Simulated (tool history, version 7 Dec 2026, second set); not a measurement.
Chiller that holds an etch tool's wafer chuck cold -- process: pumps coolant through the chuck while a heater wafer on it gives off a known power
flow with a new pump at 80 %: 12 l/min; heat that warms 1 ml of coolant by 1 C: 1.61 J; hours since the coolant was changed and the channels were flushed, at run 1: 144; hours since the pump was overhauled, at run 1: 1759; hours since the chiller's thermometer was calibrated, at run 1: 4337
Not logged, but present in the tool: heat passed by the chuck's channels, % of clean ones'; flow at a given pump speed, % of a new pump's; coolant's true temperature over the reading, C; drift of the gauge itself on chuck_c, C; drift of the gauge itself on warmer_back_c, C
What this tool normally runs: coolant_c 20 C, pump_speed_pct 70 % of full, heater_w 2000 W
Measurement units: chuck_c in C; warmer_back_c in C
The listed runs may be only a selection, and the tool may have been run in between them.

run	day	coolant_c	pump_speed_pct	heater_w	hours since the coolant was changed and the channels were flushed	hours since the pump was overhauled	hours since the chiller's thermometer was calibrated	chuck_c	warmer_back_c
1	0	20	70	2000	144	1759	4337	38	7.08
2	1.646	11	70	2000	183	1799	4376	29	7.14
3	3.092	20	70	2000	218	1833	4411	37.9	7.12
4	4.179	20	70	2000	244	1859	4437	37.6	7.15
5	5.833	12	70	2000	284	1899	4477	29.8	7.11
6	7.667	12	70	1096	328	1943	4521	21.7	4.04
7	8.738	12	85	1096	353	1969	4547	20.3	3.3
8	10.35	12	85	1096	392	2007	4585	20	3.34
9	11.533	12	85	1096	420	2036	4614	20.3	3.37
10	12.729	12	85	1096	449	2065	4642	20.3	3.4
11	14.504	20	87	2000	492	2107	4685	34.8	5.9
12	15.842	20	87	2000	524	2139	4717	34.9	5.88
13	17.029	20	87	2000	552	2168	4746	34.9	5.98
14	18.175	28	76	1393	580	2195	4773	39.5	4.78
15	19.921	20	91	2000	622	2237	4815	34.3	5.75
16	20.933	25	92	2000	646	2261	4839	39.2	5.69
17	22.117	17	80	2474	674	2290	4868	36.6	8.04
# day 22.371: gauge calibrated
18	24.025	17	80	2474	720	2336	4914	36.6	7.67
19	24.954	12	80	1847	743	2358	4936	26.7	5.82
20	26.358	12	80	2050	776	2392	4969	28.5	6.43
21	27.821	12	80	2050	811	2427	5005	28.3	6.41
22	28.638	20	70	2437	831	2446	5024	41.6	8.7
23	29.633	18	70	2437	855	2470	5048	39.7	8.8
24	30.9	20	71	2000	885	2501	5079	37.6	7.04
25	32.571	27	98	2969	925	2541	5119	46.8	7.74

Branching from run 25: 3 alternative next runs. What would each branch give?
A	33.638	27	94	2969	951	2566	5144	?	?
B	33.638	20	70	2868	951	2566	5144	?	?
C	33.638	20	62	2639	951	2566	5144	?	?

run	chuck_c	warmer_back_c
A	47.6	8.01
B	45.5	10.23
C	46.2	10.66
Had the tool no hidden state, the same runs would have come out as:
run	chuck_c	warmer_back_c
A	47.6	7.85
B	45.5	10.07
C	46.2	10.5

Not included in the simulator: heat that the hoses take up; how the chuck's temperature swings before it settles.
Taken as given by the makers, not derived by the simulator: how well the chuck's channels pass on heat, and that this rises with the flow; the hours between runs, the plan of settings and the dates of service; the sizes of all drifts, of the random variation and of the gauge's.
